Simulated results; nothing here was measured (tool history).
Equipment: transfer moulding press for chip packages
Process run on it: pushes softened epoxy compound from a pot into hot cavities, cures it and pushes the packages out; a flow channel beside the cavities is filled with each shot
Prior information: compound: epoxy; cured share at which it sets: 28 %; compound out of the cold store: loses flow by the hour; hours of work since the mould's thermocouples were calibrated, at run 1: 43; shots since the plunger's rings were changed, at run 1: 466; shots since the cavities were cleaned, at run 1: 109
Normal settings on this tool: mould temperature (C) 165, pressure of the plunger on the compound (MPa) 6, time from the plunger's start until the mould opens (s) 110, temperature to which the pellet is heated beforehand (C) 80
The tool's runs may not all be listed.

| run | hour | mould temperature (C) | pressure of the plunger on the compound (MPa) | time from the plunger's start until the mould opens (s) | temperature to which the pellet is heated beforehand (C) | hours of work since the mould's thermocouples were calibrated | shots since the plunger's rings were changed | shots since the cavities were cleaned | incoming compound's hours out of the cold store | length that the compound runs in the flow channel (mm) | greatest force on the pins that push the packages out (N) |
|---|---|---|---|---|---|---|---|---|---|---|---|
| 1 | 0 | 165 | 6 | 110 | 80 | 43 | 466 | 109 | 41.7 | 502 | 417 |
| 2 | 7 | 165 | 6 | 110 | 80 | 48 | 556 | 199 | 26.7 | 553 | 464 |
| 3 | 15.9 | 165 | 6 | 110 | 80 | 55 | 670 | 313 | 37.3 | 513 | 495 |
| 4 | 24.1 | 165 | 6 | 110 | 80 | 61 | 777 | 420 | 30.4 | 534 | 541 |
|  | 34.1 | cavities cleaned with cleaning compound and waxed |
| 5 | 35.5 | 165 | 6 | 110 | 86 | 68 | 904 | 17 | 27 | 544 | 375 |
| 6 | 45 | 165 | 6 | 110 | 86 | 75 | 1026 | 139 | 30.4 | 534 | 441 |
| 7 | 53.9 | 165 | 6 | 110 | 86 | 82 | 1141 | 254 | 47.8 | 475 | 464 |
| 8 | 59.8 | 165 | 6 | 110 | 86 | 86 | 1217 | 330 | 34.7 | 518 | 494 |
| 9 | 65.7 | 165 | 6 | 110 | 80 | 90 | 1293 | 406 | 18.9 | 576 | 553 |
| 10 | 73.2 | 165 | 6 | 110 | 80 | 96 | 1391 | 504 | 29.3 | 537 | 547 |
|  | 76.7 | cavities cleaned with cleaning compound and waxed |
| 11 | 82 | 165 | 6 | 110 | 80 | 101 | 1484 | 68 | 25.9 | 547 | 404 |
| 12 | 86.4 | 158 | 6 | 110 | 80 | 105 | 1541 | 125 | 47.1 | 494 | 703 |
| 13 | 94.4 | 165 | 6 | 111 | 80 | 111 | 1644 | 228 | 16.2 | 583 | 470 |
| 14 | 102.5 | 165 | 6 | 111 | 88 | 117 | 1749 | 333 | 34 | 518 | 482 |
| 15 | 110.6 | 165 | 6 | 111 | 88 | 123 | 1852 | 436 | 39.5 | 505 | 523 |
|  | 119.5 | cavities cleaned with cleaning compound and waxed |
| 16 | 120.6 | 170 | 6.19 | 144 | 88 | 129 | 1963 | 15 | 15.2 | 581 | 282 |
| 17 | 128.7 | 170 | 6.19 | 144 | 88 | 135 | 2066 | 118 | 40.1 | 495 | 301 |
| 18 | 135.7 | 170 | 6.19 | 144 | 88 | 140 | 2157 | 209 | 27.2 | 537 | 332 |
| 19 | 140.8 | 165 | 5.68 | 144 | 78 | 144 | 2223 | 275 | 14.2 | 571 | 363 |
| 20 | 147.1 | 162 | 4.56 | 110 | 80 | 148 | 2304 | 356 | 36.9 | 448 | 604 |
| 21 | 155.8 | 172 | 6.14 | 147 | 73 | 155 | 2416 | 468 | 32.1 | 508 | 388 |
|  | 162.1 | cavities cleaned with cleaning compound and waxed |
| 22 | 164 | 165 | 6 | 108 | 80 | 160 | 2502 | 24 | 43.7 | 484 | 368 |
| 23 | 171.8 | 170 | 6 | 141 | 80 | 165 | 2602 | 124 | 26.6 | 536 | 306 |
| 24 | 179 | 167 | 4.62 | 110 | 80 | 171 | 2696 | 218 | 14.5 | 508 | 446 |
| 25 | 186.1 | 167 | 4.62 | 110 | 74 | 176 | 2787 | 309 | 35.7 | 441 | 443 |
| 26 | 190.9 | 167 | 4.62 | 110 | 74 | 180 | 2849 | 371 | 47.9 | 406 | 460 |
| 27 | 199.7 | 172 | 5.12 | 102 | 70 | 186 | 2963 | 485 | 17.2 | 512 | 459 |
|  | 204.9 | cavities cleaned with cleaning compound and waxed |
| 28 | 208.6 | 160 | 6.78 | 103 | 73 | 192 | 3058 | 48 | 26.3 | 584 | 696 |

Below are 5 alternative next runs, each starting from the tool's condition after run 28. Predict each:
| A | 218.2 | 167 | 6.26 | 91 | 80 | 199 | 3181 | 171 | 39.7 | ? | ? |
| B | 218.2 | 171 | 6.78 | 103 | 84 | 199 | 3181 | 171 | 34.6 | ? | ? |
| C | 218.2 | 165 | 5.39 | 143 | 75 | 199 | 3181 | 171 | 32.4 | ? | ? |
| D | 218.2 | 162 | 6.78 | 117 | 78 | 199 | 3181 | 171 | 21.4 | ? | ? |
| E | 218.2 | 158 | 6.05 | 110 | 80 | 199 | 3181 | 171 | 39.4 | ? | ? |

| run | length that the compound runs in the flow channel (mm) | greatest force on the pins that push the packages out (N) |
|---|---|---|
| A | 498 | 568 |
| B | 525 | 371 |
| C | 493 | 354 |
| D | 603 | 502 |
| E | 517 | 744 |
Without the tool's unlogged condition, the same runs would have read:
| run | length that the compound runs in the flow channel (mm) | greatest force on the pins that push the packages out (N) |
|---|---|---|
| A | 518 | 457 |
| B | 546 | 301 |
| C | 512 | 287 |
| D | 626 | 403 |
| E | 537 | 596 |

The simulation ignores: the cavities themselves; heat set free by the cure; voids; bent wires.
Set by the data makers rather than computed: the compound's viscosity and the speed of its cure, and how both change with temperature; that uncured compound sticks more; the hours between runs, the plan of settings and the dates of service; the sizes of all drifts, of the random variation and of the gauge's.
